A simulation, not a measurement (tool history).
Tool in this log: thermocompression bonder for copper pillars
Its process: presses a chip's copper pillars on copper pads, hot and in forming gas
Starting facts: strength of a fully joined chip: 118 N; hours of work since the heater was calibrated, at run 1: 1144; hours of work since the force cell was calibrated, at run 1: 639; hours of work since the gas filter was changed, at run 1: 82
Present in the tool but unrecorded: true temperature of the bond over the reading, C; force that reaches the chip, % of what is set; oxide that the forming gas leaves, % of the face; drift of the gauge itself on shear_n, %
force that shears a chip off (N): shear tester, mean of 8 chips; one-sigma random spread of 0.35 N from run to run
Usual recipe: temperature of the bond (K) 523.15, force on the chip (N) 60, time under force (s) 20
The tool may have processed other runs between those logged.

run   hour  temperature of the bond (K)  force on the chip (N)  time under force (s)  hours of work since the heater was calibrated  hours of work since the force cell was calibrated  hours of work since the gas filter was changed  force that shears a chip off (N)
  1      0                       523.15                     60                    20                                           1144                                                639                                              82                              63.6
  2   65.4                       523.15                     60                    20                                           1181                                                677                                             120                              64.3
  3  131.3                       523.15                     60                    20                                           1219                                                715                                             158                                64
  4    179                       523.15                     60                    20                                           1247                                                742                                             185                              63.4
  5  217.8                       523.15                     60                    20                                           1269                                                764                                             207                              64.1
     232.6  -- heater calibrated with a thermocouple chip
  6  276.9                       523.15                     60                    20                                             25                                                797                                             240                              63.7
  7  316.6                       536.15                     74                    10                                             48                                                820                                             263                              68.5
  8  355.3                       536.15                     74                    10                                             71                                                843                                             285                              68.4
  9  400.4                       523.15                     72                    29                                             97                                                868                                             311                              81.6
     411.9  -- force cell calibrated
 10  444.2                       523.15                     72                    29                                            121                                                 19                                             336                              81.2
 11  502.6                       537.15                     50                    41                                            155                                                 52                                             369                              79.7

Forecast each of these 5 alternatives for the next run:
     519.3  -- forming gas filter changed
  A  569.9                       517.15                     50                    37                                            193                                                 91                                              29                                 ?
     519.3  -- forming gas filter changed
  B  569.9                       523.15                     60                    50                                            193                                                 91                                              29                                 ?
     519.3  -- forming gas filter changed
  C  569.9                       523.15                     43                    16                                            193                                                 91                                              29                                 ?
     519.3  -- forming gas filter changed
  D  569.9                       528.15                     57                    16                                            193                                                 91                                              29                                 ?
     519.3  -- forming gas filter changed
  E  569.9                       512.15                     78                    20                                            193                                                 91                                              29                                 ?

run  force that shears a chip off (N)
  A                              63.1
  B                              82.6
  C                              44.2
  D                              59.8
  E                              68.3
With the hidden condition removed and each run's random variation left untouched, the same runs would have given:
run  force that shears a chip off (N)
  A                              63.1
  B                              82.7
  C                              44.2
  D                              59.8
  E                              68.3

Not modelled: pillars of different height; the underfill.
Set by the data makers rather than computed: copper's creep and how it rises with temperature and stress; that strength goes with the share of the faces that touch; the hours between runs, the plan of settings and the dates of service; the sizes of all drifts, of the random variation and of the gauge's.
